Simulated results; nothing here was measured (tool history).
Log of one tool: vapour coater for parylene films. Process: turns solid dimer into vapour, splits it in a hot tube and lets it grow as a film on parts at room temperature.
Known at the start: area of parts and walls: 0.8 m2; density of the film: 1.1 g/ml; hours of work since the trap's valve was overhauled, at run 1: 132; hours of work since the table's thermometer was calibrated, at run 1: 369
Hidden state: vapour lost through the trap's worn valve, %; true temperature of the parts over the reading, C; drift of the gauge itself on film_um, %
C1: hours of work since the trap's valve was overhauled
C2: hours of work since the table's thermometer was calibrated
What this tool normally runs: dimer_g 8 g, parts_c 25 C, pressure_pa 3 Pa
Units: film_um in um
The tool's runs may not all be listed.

{"run": 1, "hour": 0.0, "dimer_g": 8, "parts_c": 25, "pressure_pa": 3, "C1": 132, "C2": 369, "film_um": 4.62}
{"run": 2, "hour": 11.8, "dimer_g": 8, "parts_c": 25, "pressure_pa": 4.72, "C1": 143, "C2": 380, "film_um": 4.46}
{"run": 3, "hour": 22.6, "dimer_g": 8, "parts_c": 25, "pressure_pa": 4.72, "C1": 153, "C2": 389, "film_um": 4.49}
{"run": 4, "hour": 31.6, "dimer_g": 8, "parts_c": 25, "pressure_pa": 4.72, "C1": 161, "C2": 397, "film_um": 4.47}
{"run": 5, "hour": 41.6, "dimer_g": 8, "parts_c": 25, "pressure_pa": 4.72, "C1": 170, "C2": 406, "film_um": 4.49}
{"run": 6, "hour": 52.4, "dimer_g": 8, "parts_c": 25, "pressure_pa": 5.87, "C1": 179, "C2": 416, "film_um": 4.44}
{"run": 7, "hour": 59.7, "dimer_g": 8, "parts_c": 25, "pressure_pa": 5.87, "C1": 186, "C2": 423, "film_um": 4.44}
{"run": 8, "hour": 69.4, "dimer_g": 8, "parts_c": 25, "pressure_pa": 3, "C1": 195, "C2": 431, "film_um": 4.68}
{"run": 9, "hour": 80.0, "dimer_g": 8, "parts_c": 25, "pressure_pa": 3, "C1": 204, "C2": 441, "film_um": 4.68}
{"run": 10, "hour": 88.7, "dimer_g": 8, "parts_c": 25, "pressure_pa": 3, "C1": 212, "C2": 449, "film_um": 4.61}
{"run": 11, "hour": 97.7, "dimer_g": 8, "parts_c": 25, "pressure_pa": 3, "C1": 220, "C2": 457, "film_um": 4.62}
{"run": 12, "hour": 110.2, "dimer_g": 8, "parts_c": 25, "pressure_pa": 3, "C1": 231, "C2": 468, "film_um": 4.62}
{"run": 13, "hour": 119.7, "dimer_g": 8, "parts_c": 25, "pressure_pa": 3, "C1": 240, "C2": 476, "film_um": 4.64}
{"run": 14, "hour": 132.6, "dimer_g": 8, "parts_c": 25, "pressure_pa": 3, "C1": 251, "C2": 488, "film_um": 4.65}
{"run": 15, "hour": 147.0, "dimer_g": 8, "parts_c": 25, "pressure_pa": 3, "C1": 264, "C2": 501, "film_um": 4.69}
{"run": 16, "hour": 160.1, "dimer_g": 8, "parts_c": 25, "pressure_pa": 3, "C1": 276, "C2": 513, "film_um": 4.66}
{"run": 17, "hour": 168.2, "dimer_g": 8, "parts_c": 25, "pressure_pa": 3, "C1": 283, "C2": 520, "film_um": 4.57}
{"run": 18, "hour": 177.9, "dimer_g": 8, "parts_c": 25, "pressure_pa": 3, "C1": 292, "C2": 528, "film_um": 4.63}
{"run": 19, "hour": 191.0, "dimer_g": 8, "parts_c": 23, "pressure_pa": 3, "C1": 304, "C2": 540, "film_um": 4.94}
{"run": 20, "hour": 200.9, "dimer_g": 8, "parts_c": 25, "pressure_pa": 3, "C1": 313, "C2": 549, "film_um": 4.64}
{"run": 21, "hour": 213.7, "dimer_g": 8, "parts_c": 35, "pressure_pa": 3, "C1": 324, "C2": 561, "film_um": 3.48}
{"hour": 230.3, "done": "trap's valve overhauled"}
{"run": 22, "hour": 231.5, "dimer_g": 8, "parts_c": 35, "pressure_pa": 3, "C1": 1, "C2": 573, "film_um": 3.5}
{"run": 23, "hour": 245.0, "dimer_g": 8, "parts_c": 36, "pressure_pa": 3, "C1": 13, "C2": 585, "film_um": 3.39}
{"run": 24, "hour": 257.0, "dimer_g": 8, "parts_c": 25, "pressure_pa": 3, "C1": 24, "C2": 596, "film_um": 4.67}
{"run": 25, "hour": 270.3, "dimer_g": 6, "parts_c": 26, "pressure_pa": 3.99, "C1": 36, "C2": 608, "film_um": 3.26}
{"run": 26, "hour": 281.3, "dimer_g": 8, "parts_c": 27, "pressure_pa": 3, "C1": 46, "C2": 618, "film_um": 4.42}
{"run": 27, "hour": 291.0, "dimer_g": 7, "parts_c": 36, "pressure_pa": 8.69, "C1": 54, "C2": 626, "film_um": 2.74}
{"run": 28, "hour": 301.5, "dimer_g": 7, "parts_c": 36, "pressure_pa": 8.69, "C1": 64, "C2": 636, "film_um": 2.7}
{"run": 29, "hour": 310.7, "dimer_g": 8, "parts_c": 18, "pressure_pa": 3.58, "C1": 72, "C2": 644, "film_um": 5.59}
{"run": 30, "hour": 317.2, "dimer_g": 8, "parts_c": 25, "pressure_pa": 10.26, "C1": 78, "C2": 650, "film_um": 4.15}
{"run": 31, "hour": 328.7, "dimer_g": 13, "parts_c": 25, "pressure_pa": 2.71, "C1": 88, "C2": 660, "film_um": 7.71}
{"run": 32, "hour": 343.5, "dimer_g": 13, "parts_c": 25, "pressure_pa": 2.71, "C1": 102, "C2": 673, "film_um": 7.66}
{"run": 33, "hour": 354.6, "dimer_g": 6, "parts_c": 35, "pressure_pa": 2.09, "C1": 111, "C2": 683, "film_um": 2.69}
{"run": 34, "hour": 366.3, "dimer_g": 8, "parts_c": 31, "pressure_pa": 7.4, "C1": 122, "C2": 694, "film_um": 3.64}
{"run": 35, "hour": 377.3, "dimer_g": 7, "parts_c": 25, "pressure_pa": 3.12, "C1": 132, "C2": 704, "film_um": 4.1}
{"run": 36, "hour": 390.4, "dimer_g": 7, "parts_c": 25, "pressure_pa": 3.12, "C1": 144, "C2": 715, "film_um": 4}
{"run": 37, "hour": 397.1, "dimer_g": 8, "parts_c": 25, "pressure_pa": 9.92, "C1": 150, "C2": 721, "film_um": 4.17}
{"run": 38, "hour": 411.8, "dimer_g": 8, "parts_c": 25, "pressure_pa": 9.92, "C1": 163, "C2": 735, "film_um": 4.17}
{"run": 39, "hour": 423.2, "dimer_g": 11, "parts_c": 31, "pressure_pa": 7.22, "C1": 173, "C2": 745, "film_um": 4.95}
{"run": 40, "hour": 433.1, "dimer_g": 4, "parts_c": 27, "pressure_pa": 5.91, "C1": 182, "C2": 754, "film_um": 2.05}
{"run": 41, "hour": 443.0, "dimer_g": 8, "parts_c": 17, "pressure_pa": 3, "C1": 191, "C2": 763, "film_um": 5.88}
{"run": 42, "hour": 449.8, "dimer_g": 6, "parts_c": 25, "pressure_pa": 5.2, "C1": 197, "C2": 769, "film_um": 3.27}
{"run": 43, "hour": 456.0, "dimer_g": 10, "parts_c": 25, "pressure_pa": 5.14, "C1": 202, "C2": 774, "film_um": 5.59}
{"run": 44, "hour": 467.8, "dimer_g": 10, "parts_c": 25, "pressure_pa": 5.14, "C1": 213, "C2": 785, "film_um": 5.49}
{"run": 45, "hour": 479.3, "dimer_g": 5, "parts_c": 27, "pressure_pa": 2.12, "C1": 223, "C2": 795, "film_um": 2.81}
{"run": 46, "hour": 494.2, "dimer_g": 10, "parts_c": 35, "pressure_pa": 3, "C1": 237, "C2": 808, "film_um": 4.3}
{"run": 47, "hour": 507.4, "dimer_g": 8, "parts_c": 25, "pressure_pa": 8.88, "C1": 249, "C2": 820, "film_um": 4.23}

Alternative continuations, all from the tool just after run 47; predict every row:
{"run": "A", "hour": 516.6, "dimer_g": 8, "parts_c": 25, "pressure_pa": 8.34, "C1": 257, "C2": 829, "film_um": "?"}
{"run": "B", "hour": 516.6, "dimer_g": 5, "parts_c": 29, "pressure_pa": 3.54, "C1": 257, "C2": 829, "film_um": "?"}
{"run": "C", "hour": 516.6, "dimer_g": 6, "parts_c": 25, "pressure_pa": 2.02, "C1": 257, "C2": 829, "film_um": "?"}
{"run": "D", "hour": 516.6, "dimer_g": 6, "parts_c": 25, "pressure_pa": 3.68, "C1": 257, "C2": 829, "film_um": "?"}

run=A film_um=4.21
run=B film_um=2.51
run=C film_um=3.59
run=D film_um=3.46
What these runs would have given with no unlogged condition in the tool:
run=A film_um=4.24
run=B film_um=2.53
run=C film_um=3.61
run=D film_um=3.48

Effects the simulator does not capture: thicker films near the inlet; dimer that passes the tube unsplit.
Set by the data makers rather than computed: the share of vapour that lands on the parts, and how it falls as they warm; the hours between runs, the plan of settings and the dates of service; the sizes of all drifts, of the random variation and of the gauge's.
